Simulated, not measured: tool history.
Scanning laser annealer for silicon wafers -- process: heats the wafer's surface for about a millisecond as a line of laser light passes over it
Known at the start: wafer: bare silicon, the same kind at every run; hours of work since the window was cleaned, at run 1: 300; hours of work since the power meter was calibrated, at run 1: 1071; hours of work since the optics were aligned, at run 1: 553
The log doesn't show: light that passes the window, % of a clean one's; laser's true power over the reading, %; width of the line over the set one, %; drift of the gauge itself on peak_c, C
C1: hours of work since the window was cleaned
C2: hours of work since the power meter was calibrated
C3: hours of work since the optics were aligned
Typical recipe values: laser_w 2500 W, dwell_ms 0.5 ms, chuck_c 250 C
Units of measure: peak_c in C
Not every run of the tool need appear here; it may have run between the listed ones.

run 1 hour=0 | laser_w=2500 dwell_ms=0.5 chuck_c=250 | C1=300 C2=1071 C3=553 | peak_c=1012
run 2 hour=37.8 | laser_w=2500 dwell_ms=0.5 chuck_c=250 | C1=317 C2=1088 C3=569 | peak_c=1011
run 3 hour=105.9 | laser_w=2500 dwell_ms=0.5 chuck_c=250 | C1=346 C2=1118 C3=599 | peak_c=1012
run 4 hour=184.9 | laser_w=2500 dwell_ms=0.5 chuck_c=250 | C1=381 C2=1152 C3=634 | peak_c=1013
run 5 hour=240.3 | laser_w=2500 dwell_ms=0.5 chuck_c=250 | C1=405 C2=1177 C3=658 | peak_c=1008
run 6 hour=275.4 | laser_w=2354 dwell_ms=0.5 chuck_c=250 | C1=421 C2=1192 C3=674 | peak_c=959
run 7 hour=313.4 | laser_w=2500 dwell_ms=0.5 chuck_c=250 | C1=437 C2=1209 C3=690 | peak_c=1008
run 8 hour=364.6 | laser_w=2636 dwell_ms=0.5 chuck_c=250 | C1=460 C2=1231 C3=713 | peak_c=1055
run 9 hour=400.1 | laser_w=2636 dwell_ms=0.5 chuck_c=250 | C1=475 C2=1247 C3=728 | peak_c=1055
run 10 hour=441.6 | laser_w=2500 dwell_ms=0.5 chuck_c=250 | C1=494 C2=1265 C3=746 | peak_c=1005
run 11 hour=499.2 | laser_w=2500 dwell_ms=0.5 chuck_c=250 | C1=519 C2=1290 C3=772 | peak_c=1005
run 12 hour=576.1 | laser_w=2500 dwell_ms=0.5 chuck_c=269 | C1=553 C2=1324 C3=805 | peak_c=1025
-- hour=652.6 optics aligned, line set to its width
run 13 hour=653.9 | laser_w=2500 dwell_ms=0.548 chuck_c=269 | C1=584 C2=1356 C3=1 | peak_c=1077
run 14 hour=705.4 | laser_w=2500 dwell_ms=0.5 chuck_c=250 | C1=607 C2=1378 C3=23 | peak_c=1013
run 15 hour=758.7 | laser_w=2500 dwell_ms=0.5 chuck_c=250 | C1=630 C2=1402 C3=46 | peak_c=1013
run 16 hour=809.9 | laser_w=2220 dwell_ms=0.5 chuck_c=250 | C1=653 C2=1424 C3=69 | peak_c=914
run 17 hour=892 | laser_w=2500 dwell_ms=0.5 chuck_c=276 | C1=689 C2=1460 C3=105 | peak_c=1041
run 18 hour=957.3 | laser_w=2500 dwell_ms=0.5 chuck_c=276 | C1=717 C2=1489 C3=134 | peak_c=1036
run 19 hour=1003.9 | laser_w=2500 dwell_ms=0.511 chuck_c=250 | C1=738 C2=1509 C3=154 | peak_c=1020
run 20 hour=1077.6 | laser_w=2500 dwell_ms=0.511 chuck_c=250 | C1=770 C2=1542 C3=186 | peak_c=1020
run 21 hour=1112.1 | laser_w=2500 dwell_ms=0.511 chuck_c=250 | C1=785 C2=1557 C3=201 | peak_c=1018
run 22 hour=1159.7 | laser_w=2500 dwell_ms=0.518 chuck_c=279 | C1=806 C2=1577 C3=222 | peak_c=1052
run 23 hour=1231.6 | laser_w=2693 dwell_ms=0.502 chuck_c=264 | C1=838 C2=1609 C3=254 | peak_c=1096
-- hour=1296.8 window over the wafer cleaned
run 24 hour=1318.2 | laser_w=2693 dwell_ms=0.502 chuck_c=264 | C1=9 C2=1646 C3=291 | peak_c=1116
run 25 hour=1393.7 | laser_w=2693 dwell_ms=0.502 chuck_c=264 | C1=42 C2=1679 C3=324 | peak_c=1111
run 26 hour=1453.5 | laser_w=2693 dwell_ms=0.502 chuck_c=264 | C1=69 C2=1705 C3=350 | peak_c=1111
run 27 hour=1509.3 | laser_w=2500 dwell_ms=0.513 chuck_c=222 | C1=93 C2=1730 C3=375 | peak_c=1007
run 28 hour=1558.4 | laser_w=2500 dwell_ms=0.5 chuck_c=224 | C1=115 C2=1751 C3=396 | peak_c=993
run 29 hour=1642.7 | laser_w=2512 dwell_ms=0.529 chuck_c=288 | C1=152 C2=1788 C3=433 | peak_c=1086
run 30 hour=1719.4 | laser_w=2500 dwell_ms=0.5 chuck_c=220 | C1=185 C2=1822 C3=467 | peak_c=989
run 31 hour=1794.3 | laser_w=2500 dwell_ms=0.441 chuck_c=250 | C1=218 C2=1855 C3=500 | peak_c=968
run 32 hour=1852.8 | laser_w=2279 dwell_ms=0.358 chuck_c=243 | C1=244 C2=1880 C3=525 | peak_c=814
run 33 hour=1929.9 | laser_w=2125 dwell_ms=0.358 chuck_c=230 | C1=278 C2=1914 C3=559 | peak_c=754
run 34 hour=1993.5 | laser_w=2208 dwell_ms=0.459 chuck_c=250 | C1=305 C2=1942 C3=587 | peak_c=883
run 35 hour=2073 | laser_w=2500 dwell_ms=0.354 chuck_c=250 | C1=340 C2=1977 C3=622 | peak_c=878
run 36 hour=2111.1 | laser_w=2500 dwell_ms=0.354 chuck_c=250 | C1=357 C2=1994 C3=638 | peak_c=878
run 37 hour=2185.1 | laser_w=2500 dwell_ms=0.354 chuck_c=250 | C1=389 C2=2026 C3=671 | peak_c=881
run 38 hour=2224.3 | laser_w=2500 dwell_ms=0.354 chuck_c=250 | C1=407 C2=2043 C3=688 | peak_c=877
run 39 hour=2271.5 | laser_w=2596 dwell_ms=0.396 chuck_c=270 | C1=427 C2=2064 C3=709 | peak_c=970
run 40 hour=2336.9 | laser_w=2689 dwell_ms=0.447 chuck_c=270 | C1=456 C2=2093 C3=737 | peak_c=1044
run 41 hour=2388.5 | laser_w=2218 dwell_ms=0.381 chuck_c=244 | C1=479 C2=2115 C3=760 | peak_c=811

Pick out some run-to-run changes in peak_c. Of each, how much would a tool without hidden state show as well, from the settings, what came in and chance, and how much is left for the hidden state and any gauge scatter not in both results compared?
Run 12 -> 13: dwell_ms 0.5 -> 0.548, optics aligned, line set to its width. peak_c +52 C: hidden state +12, all else +40.
Run 23 -> 24: window over the wafer cleaned. peak_c +20 C: hidden state +19, all else +1.
Run 31 -> 32: laser_w 2500 -> 2279, dwell_ms 0.441 -> 0.358, chuck_c 250 -> 243. peak_c -154 C: hidden state +1, all else -155.
Run 33 -> 34: laser_w 2125 -> 2208, dwell_ms 0.358 -> 0.459, chuck_c 230 -> 250. peak_c +129 C: hidden state -3, all else +132.
Run 40 -> 41: laser_w 2689 -> 2218, dwell_ms 0.447 -> 0.381, chuck_c 270 -> 244. peak_c -233 C: hidden state +4, all else -237.
